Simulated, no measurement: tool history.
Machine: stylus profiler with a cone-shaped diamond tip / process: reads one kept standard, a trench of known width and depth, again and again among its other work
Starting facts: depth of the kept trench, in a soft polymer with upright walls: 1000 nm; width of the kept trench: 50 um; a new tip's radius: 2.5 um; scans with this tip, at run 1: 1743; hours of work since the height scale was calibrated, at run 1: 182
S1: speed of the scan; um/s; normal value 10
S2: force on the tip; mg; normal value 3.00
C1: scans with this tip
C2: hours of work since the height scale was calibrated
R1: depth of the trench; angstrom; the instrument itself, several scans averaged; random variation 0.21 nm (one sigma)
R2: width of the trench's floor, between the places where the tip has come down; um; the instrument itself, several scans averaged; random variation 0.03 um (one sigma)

Run 1, hour 0.0: usual settings; C1 1743; C2 182. Result: R1 10183.9 angstrom, R2 45.65 um.
Run 2, hour 15.2: usual settings; C1 1842; C2 192. Result: R1 10187.8 angstrom, R2 45.55 um.
Run 3, hour 51.4: usual settings; C1 2075; C2 217. Result: R1 10181.4 angstrom, R2 45.61 um.
Run 4, hour 87.2: usual settings; C1 2307; C2 241. Result: R1 10184.9 angstrom, R2 45.59 um.
Run 5, hour 114.9: usual settings; C1 2485; C2 259. Result: R1 10184.2 angstrom, R2 45.54 um.
Run 6, hour 130.6: usual settings; C1 2587; C2 270. Result: R1 10182.9 angstrom, R2 45.50 um.
Run 7, hour 159.2: usual settings; C1 2772; C2 289. Result: R1 10183.7 angstrom, R2 45.50 um.
Run 8, hour 174.9: usual settings; C1 2873; C2 300. Result: R1 10180.0 angstrom, R2 45.46 um.
Run 9, hour 199.7: usual settings; C1 3033; C2 316. Result: R1 10183.5 angstrom, R2 45.43 um.
At hour 202.8: height scale calibrated on a step standard.
Run 10, hour 233.8: usual settings; C1 3250; C2 21. Result: R1 10184.9 angstrom, R2 45.41 um.
Run 11, hour 267.9: usual settings but S1 3 um/s, S2 1.32 mg; C1 3470; C2 44. Result: R1 10099.9 angstrom, R2 45.44 um.

Estimate the outcome of run 12 from the log above:
Run 12, hour 296.0: usual settings but S1 3 um/s, S2 1.32 mg; C1 3651; C2 63. Result: R1 ?, R2 ?.

For run 12 the tool returned R1 10101.4 angstrom, R2 45.41 um.
Without the tool's hidden state the same run would have given R1 10108.1 angstrom, R2 45.99 um.

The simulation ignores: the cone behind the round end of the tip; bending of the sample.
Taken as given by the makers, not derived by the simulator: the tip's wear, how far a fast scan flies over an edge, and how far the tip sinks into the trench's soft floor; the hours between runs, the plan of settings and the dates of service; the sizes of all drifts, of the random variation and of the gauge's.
